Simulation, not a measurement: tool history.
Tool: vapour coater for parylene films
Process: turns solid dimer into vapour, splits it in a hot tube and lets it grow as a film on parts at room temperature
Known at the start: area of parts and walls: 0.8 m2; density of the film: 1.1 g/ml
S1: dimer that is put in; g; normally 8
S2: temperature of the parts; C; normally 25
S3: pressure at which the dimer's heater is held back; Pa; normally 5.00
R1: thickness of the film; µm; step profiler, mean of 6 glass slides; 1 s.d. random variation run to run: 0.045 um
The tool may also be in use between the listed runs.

run   hour  S1  S2     S3    R1
  1    0.0   8  25   5.00  5.00
  2   36.0   5  25   5.00  3.08
  3   76.2   8  25   5.00  4.95
  4  127.2   8  25   5.00  4.92
  5  187.0   8  25   5.00  4.98
  6  239.8   8  25   8.52  4.71
  7  267.8   8  25   5.00  4.90
  8  300.2   8  25   5.00  4.75
  9  346.8   8  25   5.00  5.30
 10  396.5   8  25   5.00  5.27
 11  437.7   8  25   5.00  5.24
 12  476.2   8  25   5.00  5.22
 13  535.1   8  25   5.00  5.16
 14  560.2   8  25   5.00  5.12
 15  591.1   8  25   5.00  5.17
 16  625.4   8  25   5.00  5.07
 17  679.7   4  32   5.00  1.97
 18  728.7   8  25  11.51  4.83
 19  759.3   8  28   9.93  4.22
 20  803.4   6  22  10.30  3.88
 21  859.4  13  23   5.00  8.54
 22  919.0  13  21   3.82  9.22
 23  981.5   8  18   5.00  6.61

Withheld: 3 entries from between the runs. Position of each, and hidden state at the listed run before versus the listed run after:
In the gap between runs 8 and 9: trap's valve overhauled (hour 316.6)
  vapour lost through the trap's worn valve, %: 8.2 -> 0.4; true temperature of the parts over the reading, C: -0.6 -> -0.63
  measured result minus the result with no hidden state, R1: -0.31 -> +0.10 µm
In the gap between runs 18 and 19: table's thermometer calibrated (hour 745.6)
  vapour lost through the trap's worn valve, %: 5 -> 5.3; true temperature of the parts over the reading, C: -0.84 -> 0.1
  measured result minus the result with no hidden state, R1: -0.10 -> -0.25 µm
In the gap between runs 22 and 23: trap's valve overhauled (hour 966.1)
  vapour lost through the trap's worn valve, %: 7 -> 0.2; true temperature of the parts over the reading, C: 0.01 -> -0.02
  measured result minus the result with no hidden state, R1: -0.70 -> -0.01 µm
